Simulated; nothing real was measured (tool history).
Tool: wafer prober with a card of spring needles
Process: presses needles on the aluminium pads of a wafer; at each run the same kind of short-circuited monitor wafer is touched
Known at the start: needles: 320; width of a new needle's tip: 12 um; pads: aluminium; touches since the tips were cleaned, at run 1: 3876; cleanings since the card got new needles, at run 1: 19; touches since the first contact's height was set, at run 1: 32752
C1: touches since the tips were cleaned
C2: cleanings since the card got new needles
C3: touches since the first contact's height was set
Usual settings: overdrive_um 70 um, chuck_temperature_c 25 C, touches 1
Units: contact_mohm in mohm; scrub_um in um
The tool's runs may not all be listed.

{"run": 1, "hour": 0.0, "overdrive_um": 70, "chuck_temperature_c": 25, "touches": 1, "C1": 3876, "C2": 19, "C3": 32752, "contact_mohm": 250, "scrub_um": 15.93}
{"hour": 9.4, "done": "tips cleaned on abrasive film"}
{"run": 2, "hour": 18.8, "overdrive_um": 72, "chuck_temperature_c": 25, "touches": 1, "C1": 2026, "C2": 20, "C3": 36784, "contact_mohm": 252, "scrub_um": 16.31}
{"run": 3, "hour": 30.6, "overdrive_um": 68, "chuck_temperature_c": 25, "touches": 1, "C1": 4563, "C2": 20, "C3": 39321, "contact_mohm": 253, "scrub_um": 15.46}
{"hour": 36.7, "done": "tips cleaned on abrasive film"}
{"run": 4, "hour": 41.2, "overdrive_um": 68, "chuck_temperature_c": 25, "touches": 1, "C1": 966, "C2": 21, "C3": 41576, "contact_mohm": 251, "scrub_um": 15.45}
{"run": 5, "hour": 61.2, "overdrive_um": 68, "chuck_temperature_c": 25, "touches": 1, "C1": 5264, "C2": 21, "C3": 45874, "contact_mohm": 254, "scrub_um": 15.42}
{"hour": 64.2, "done": "tips cleaned on abrasive film"}
{"run": 6, "hour": 78.2, "overdrive_um": 68, "chuck_temperature_c": 25, "touches": 1, "C1": 3021, "C2": 22, "C3": 49529, "contact_mohm": 248, "scrub_um": 15.44}
{"run": 7, "hour": 89.8, "overdrive_um": 68, "chuck_temperature_c": 25, "touches": 1, "C1": 5514, "C2": 22, "C3": 52022, "contact_mohm": 254, "scrub_um": 15.48}
{"hour": 91.8, "done": "tips cleaned on abrasive film"}
{"run": 8, "hour": 104.6, "overdrive_um": 68, "chuck_temperature_c": 25, "touches": 1, "C1": 2756, "C2": 23, "C3": 55190, "contact_mohm": 248, "scrub_um": 15.4}
{"hour": 119.4, "done": "tips cleaned on abrasive film"}
{"run": 9, "hour": 122.5, "overdrive_um": 68, "chuck_temperature_c": 25, "touches": 1, "C1": 662, "C2": 24, "C3": 59004, "contact_mohm": 247, "scrub_um": 15.4}
{"run": 10, "hour": 142.8, "overdrive_um": 68, "chuck_temperature_c": 25, "touches": 1, "C1": 5050, "C2": 24, "C3": 63392, "contact_mohm": 255, "scrub_um": 15.41}
{"hour": 147.6, "done": "tips cleaned on abrasive film"}
{"run": 11, "hour": 158.1, "overdrive_um": 70, "chuck_temperature_c": 25, "touches": 1, "C1": 2261, "C2": 25, "C3": 66658, "contact_mohm": 252, "scrub_um": 15.92}
{"hour": 174.7, "done": "tips cleaned on abrasive film"}
{"run": 12, "hour": 176.4, "overdrive_um": 70, "chuck_temperature_c": 25, "touches": 1, "C1": 362, "C2": 26, "C3": 70571, "contact_mohm": 256, "scrub_um": 15.86}
{"run": 13, "hour": 186.4, "overdrive_um": 59, "chuck_temperature_c": 25, "touches": 1, "C1": 2509, "C2": 26, "C3": 72718, "contact_mohm": 252, "scrub_um": 13.37}
{"hour": 201.8, "done": "tips cleaned on abrasive film"}
{"run": 14, "hour": 205.8, "overdrive_um": 59, "chuck_temperature_c": 25, "touches": 1, "C1": 865, "C2": 27, "C3": 76891, "contact_mohm": 259, "scrub_um": 13.34}
{"run": 15, "hour": 221.8, "overdrive_um": 59, "chuck_temperature_c": 25, "touches": 1, "C1": 4307, "C2": 27, "C3": 80333, "contact_mohm": 254, "scrub_um": 13.33}
{"hour": 228.9, "done": "tips cleaned on abrasive film"}
{"run": 16, "hour": 230.6, "overdrive_um": 70, "chuck_temperature_c": 113, "touches": 1, "C1": 368, "C2": 28, "C3": 82205, "contact_mohm": 273, "scrub_um": 15.89}
{"run": 17, "hour": 242.7, "overdrive_um": 70, "chuck_temperature_c": 35, "touches": 1, "C1": 2965, "C2": 28, "C3": 84802, "contact_mohm": 255, "scrub_um": 15.88}
{"hour": 256.8, "done": "tips cleaned on abrasive film"}
{"run": 18, "hour": 260.3, "overdrive_um": 68, "chuck_temperature_c": 25, "touches": 1, "C1": 759, "C2": 29, "C3": 88577, "contact_mohm": 258, "scrub_um": 15.44}
{"run": 19, "hour": 271.4, "overdrive_um": 84, "chuck_temperature_c": 54, "touches": 2, "C1": 3137, "C2": 29, "C3": 90955, "contact_mohm": 255, "scrub_um": 19.06}
{"hour": 283.8, "done": "tips cleaned on abrasive film"}
{"run": 20, "hour": 283.8, "overdrive_um": 71, "chuck_temperature_c": 27, "touches": 1, "C1": 0, "C2": 30, "C3": 93616, "contact_mohm": 252, "scrub_um": 16.14}
{"run": 21, "hour": 302.5, "overdrive_um": 71, "chuck_temperature_c": 27, "touches": 1, "C1": 4010, "C2": 30, "C3": 97626, "contact_mohm": 249, "scrub_um": 16.11}
{"hour": 311.0, "done": "tips cleaned on abrasive film"}
{"run": 22, "hour": 311.9, "overdrive_um": 66, "chuck_temperature_c": 121, "touches": 1, "C1": 203, "C2": 31, "C3": 99634, "contact_mohm": 280, "scrub_um": 14.99}
{"run": 23, "hour": 323.0, "overdrive_um": 54, "chuck_temperature_c": 39, "touches": 3, "C1": 2596, "C2": 31, "C3": 102027, "contact_mohm": 256, "scrub_um": 12.23}
{"hour": 327.0, "done": "height of the first contact set anew"}
{"run": 24, "hour": 336.6, "overdrive_um": 54, "chuck_temperature_c": 29, "touches": 3, "C1": 5449, "C2": 31, "C3": 2050, "contact_mohm": 251, "scrub_um": 12.25}
{"hour": 339.1, "done": "tips cleaned on abrasive film"}
{"run": 25, "hour": 352.2, "overdrive_um": 84, "chuck_temperature_c": 29, "touches": 3, "C1": 2821, "C2": 32, "C3": 5393, "contact_mohm": 250, "scrub_um": 19.08}
{"run": 26, "hour": 364.2, "overdrive_um": 68, "chuck_temperature_c": 106, "touches": 2, "C1": 5413, "C2": 32, "C3": 7985, "contact_mohm": 274, "scrub_um": 15.44}
{"hour": 367.1, "done": "tips cleaned on abrasive film"}
{"run": 27, "hour": 380.6, "overdrive_um": 72, "chuck_temperature_c": 38, "touches": 2, "C1": 2897, "C2": 33, "C3": 11482, "contact_mohm": 253, "scrub_um": 16.34}
{"run": 28, "hour": 393.9, "overdrive_um": 54, "chuck_temperature_c": 38, "touches": 2, "C1": 5758, "C2": 33, "C3": 14343, "contact_mohm": 258, "scrub_um": 12.22}
{"hour": 395.7, "done": "tips cleaned on abrasive film"}
{"run": 29, "hour": 404.9, "overdrive_um": 80, "chuck_temperature_c": 35, "touches": 3, "C1": 1971, "C2": 34, "C3": 16693, "contact_mohm": 254, "scrub_um": 18.16}
{"run": 30, "hour": 414.2, "overdrive_um": 80, "chuck_temperature_c": 35, "touches": 3, "C1": 3978, "C2": 34, "C3": 18700, "contact_mohm": 253, "scrub_um": 18.16}
{"hour": 423.2, "done": "tips cleaned on abrasive film"}
{"run": 31, "hour": 428.4, "overdrive_um": 75, "chuck_temperature_c": 42, "touches": 3, "C1": 1124, "C2": 35, "C3": 21729, "contact_mohm": 258, "scrub_um": 17.02}
{"run": 32, "hour": 439.9, "overdrive_um": 68, "chuck_temperature_c": 61, "touches": 2, "C1": 3605, "C2": 35, "C3": 24210, "contact_mohm": 263, "scrub_um": 15.39}
{"hour": 451.0, "done": "tips cleaned on abrasive film"}
{"run": 33, "hour": 459.1, "overdrive_um": 68, "chuck_temperature_c": 61, "touches": 2, "C1": 1752, "C2": 36, "C3": 28321, "contact_mohm": 258, "scrub_um": 15.49}
{"run": 34, "hour": 476.4, "overdrive_um": 70, "chuck_temperature_c": 36, "touches": 1, "C1": 5470, "C2": 36, "C3": 32039, "contact_mohm": 253, "scrub_um": 15.91}
{"hour": 479.1, "done": "tips cleaned on abrasive film"}
{"run": 35, "hour": 488.1, "overdrive_um": 50, "chuck_temperature_c": 51, "touches": 1, "C1": 1948, "C2": 37, "C3": 34549, "contact_mohm": 260, "scrub_um": 11.36}

Forecast each of these 3 alternatives for the next run:
{"hour": 506.5, "done": "tips cleaned on abrasive film"}
{"run": "A", "hour": 508.6, "overdrive_um": 69, "chuck_temperature_c": 51, "touches": 2, "C1": 462, "C2": 38, "C3": 38940, "contact_mohm": "?", "scrub_um": "?"}
{"hour": 506.5, "done": "tips cleaned on abrasive film"}
{"run": "B", "hour": 508.6, "overdrive_um": 67, "chuck_temperature_c": 51, "touches": 2, "C1": 462, "C2": 38, "C3": 38940, "contact_mohm": "?", "scrub_um": "?"}
{"hour": 506.5, "done": "tips cleaned on abrasive film"}
{"run": "C", "hour": 508.6, "overdrive_um": 78, "chuck_temperature_c": 51, "touches": 1, "C1": 462, "C2": 38, "C3": 38940, "contact_mohm": "?", "scrub_um": "?"}

run=A contact_mohm=257 scrub_um=15.63
run=B contact_mohm=259 scrub_um=15.2
run=C contact_mohm=263 scrub_um=17.71
Without the tool's hidden state the same runs would have given:
run=A contact_mohm=257 scrub_um=15.63
run=B contact_mohm=258 scrub_um=15.21
run=C contact_mohm=262 scrub_um=17.72
